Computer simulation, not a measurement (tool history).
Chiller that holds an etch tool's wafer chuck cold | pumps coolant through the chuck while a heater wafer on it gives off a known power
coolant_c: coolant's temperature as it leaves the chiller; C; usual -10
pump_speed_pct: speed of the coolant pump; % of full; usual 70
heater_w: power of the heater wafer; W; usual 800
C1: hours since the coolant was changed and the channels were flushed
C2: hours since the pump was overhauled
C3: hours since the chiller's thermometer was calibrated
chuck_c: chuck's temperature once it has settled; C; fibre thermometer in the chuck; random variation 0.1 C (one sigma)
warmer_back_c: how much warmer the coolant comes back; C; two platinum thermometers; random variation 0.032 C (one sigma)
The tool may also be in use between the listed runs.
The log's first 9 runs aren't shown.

{"run": 10, "hour": 224.4, "coolant_c": -10, "pump_speed_pct": 70, "heater_w": 800, "C1": 1273, "C2": 1572, "C3": 1358, "chuck_c": -3.4, "warmer_back_c": 4.04}
{"run": 11, "hour": 251.1, "coolant_c": -10, "pump_speed_pct": 70, "heater_w": 800, "C1": 1300, "C2": 1599, "C3": 1385, "chuck_c": -3.6, "warmer_back_c": 4.05}
{"run": 12, "hour": 268.3, "coolant_c": -10, "pump_speed_pct": 95, "heater_w": 800, "C1": 1317, "C2": 1616, "C3": 1402, "chuck_c": -5, "warmer_back_c": 2.97}
{"run": 13, "hour": 281.3, "coolant_c": -10, "pump_speed_pct": 70, "heater_w": 800, "C1": 1330, "C2": 1629, "C3": 1415, "chuck_c": -3.6, "warmer_back_c": 4.12}
{"run": 14, "hour": 305.0, "coolant_c": -10, "pump_speed_pct": 70, "heater_w": 800, "C1": 1353, "C2": 1653, "C3": 1439, "chuck_c": -3.2, "warmer_back_c": 4.04}
{"run": 15, "hour": 330.1, "coolant_c": -9, "pump_speed_pct": 70, "heater_w": 800, "C1": 1379, "C2": 1678, "C3": 1464, "chuck_c": -2.3, "warmer_back_c": 4.09}
{"hour": 336.8, "done": "coolant pump overhauled"}
{"run": 16, "hour": 362.6, "coolant_c": -6, "pump_speed_pct": 70, "heater_w": 800, "C1": 1406, "C2": 26, "C3": 1491, "chuck_c": 0.5, "warmer_back_c": 4.11}
{"run": 17, "hour": 386.2, "coolant_c": -6, "pump_speed_pct": 70, "heater_w": 800, "C1": 1430, "C2": 49, "C3": 1515, "chuck_c": 0.5, "warmer_back_c": 4.08}
{"run": 18, "hour": 401.6, "coolant_c": -10, "pump_speed_pct": 70, "heater_w": 800, "C1": 1445, "C2": 65, "C3": 1530, "chuck_c": -3.2, "warmer_back_c": 4.18}
{"run": 19, "hour": 419.8, "coolant_c": -10, "pump_speed_pct": 70, "heater_w": 800, "C1": 1463, "C2": 83, "C3": 1548, "chuck_c": -3.2, "warmer_back_c": 4.08}
{"run": 20, "hour": 442.9, "coolant_c": -10, "pump_speed_pct": 70, "heater_w": 698, "C1": 1486, "C2": 106, "C3": 1571, "chuck_c": -4.2, "warmer_back_c": 3.58}
{"run": 21, "hour": 467.8, "coolant_c": -10, "pump_speed_pct": 69, "heater_w": 939, "C1": 1511, "C2": 131, "C3": 1596, "chuck_c": -2.2, "warmer_back_c": 4.91}
{"run": 22, "hour": 481.2, "coolant_c": -10, "pump_speed_pct": 69, "heater_w": 939, "C1": 1525, "C2": 144, "C3": 1610, "chuck_c": -2, "warmer_back_c": 4.94}
{"hour": 504.2, "done": "coolant pump overhauled, once more"}
{"run": 23, "hour": 509.6, "coolant_c": -12, "pump_speed_pct": 76, "heater_w": 465, "C1": 1548, "C2": 5, "C3": 1633, "chuck_c": -8.7, "warmer_back_c": 2.03}
{"run": 24, "hour": 525.7, "coolant_c": -12, "pump_speed_pct": 76, "heater_w": 465, "C1": 1564, "C2": 22, "C3": 1649, "chuck_c": -8.7, "warmer_back_c": 2.13}
{"run": 25, "hour": 543.7, "coolant_c": -12, "pump_speed_pct": 76, "heater_w": 465, "C1": 1582, "C2": 39, "C3": 1667, "chuck_c": -8.7, "warmer_back_c": 2.08}
{"run": 26, "hour": 557.5, "coolant_c": -12, "pump_speed_pct": 84, "heater_w": 423, "C1": 1596, "C2": 53, "C3": 1681, "chuck_c": -9.2, "warmer_back_c": 1.7}
{"run": 27, "hour": 582.2, "coolant_c": -12, "pump_speed_pct": 75, "heater_w": 448, "C1": 1621, "C2": 78, "C3": 1706, "chuck_c": -8.7, "warmer_back_c": 2.04}
{"run": 28, "hour": 598.3, "coolant_c": -10, "pump_speed_pct": 72, "heater_w": 957, "C1": 1637, "C2": 94, "C3": 1722, "chuck_c": -2.5, "warmer_back_c": 4.49}
{"run": 29, "hour": 624.6, "coolant_c": -2, "pump_speed_pct": 64, "heater_w": 626, "C1": 1663, "C2": 120, "C3": 1748, "chuck_c": 3.4, "warmer_back_c": 3.35}
{"run": 30, "hour": 643.4, "coolant_c": -2, "pump_speed_pct": 64, "heater_w": 626, "C1": 1682, "C2": 139, "C3": 1767, "chuck_c": 3.3, "warmer_back_c": 3.35}
{"run": 31, "hour": 665.4, "coolant_c": -10, "pump_speed_pct": 70, "heater_w": 530, "C1": 1704, "C2": 161, "C3": 1789, "chuck_c": -5.8, "warmer_back_c": 2.6}

4 ways to go on from here, each from the tool as it stands after run 31. What would each give?
{"run": "A", "hour": 684.4, "coolant_c": -10, "pump_speed_pct": 73, "heater_w": 530, "C1": 1723, "C2": 180, "C3": 1808, "chuck_c": "?", "warmer_back_c": "?"}
{"run": "B", "hour": 684.4, "coolant_c": -9, "pump_speed_pct": 61, "heater_w": 1145, "C1": 1723, "C2": 180, "C3": 1808, "chuck_c": "?", "warmer_back_c": "?"}
{"run": "C", "hour": 684.4, "coolant_c": -10, "pump_speed_pct": 91, "heater_w": 800, "C1": 1723, "C2": 180, "C3": 1808, "chuck_c": "?", "warmer_back_c": "?"}
{"run": "D", "hour": 684.4, "coolant_c": -9, "pump_speed_pct": 70, "heater_w": 761, "C1": 1723, "C2": 180, "C3": 1808, "chuck_c": "?", "warmer_back_c": "?"}

run=A chuck_c=-5.9 warmer_back_c=2.49
run=B chuck_c=1.2 warmer_back_c=6.41
run=C chuck_c=-4.8 warmer_back_c=2.95
run=D chuck_c=-3 warmer_back_c=3.7
Without the tool's hidden state the same runs would have given:
run=A chuck_c=-5.9 warmer_back_c=2.49
run=B chuck_c=1 warmer_back_c=6.43
run=C chuck_c=-4.8 warmer_back_c=2.96
run=D chuck_c=-3.1 warmer_back_c=3.71
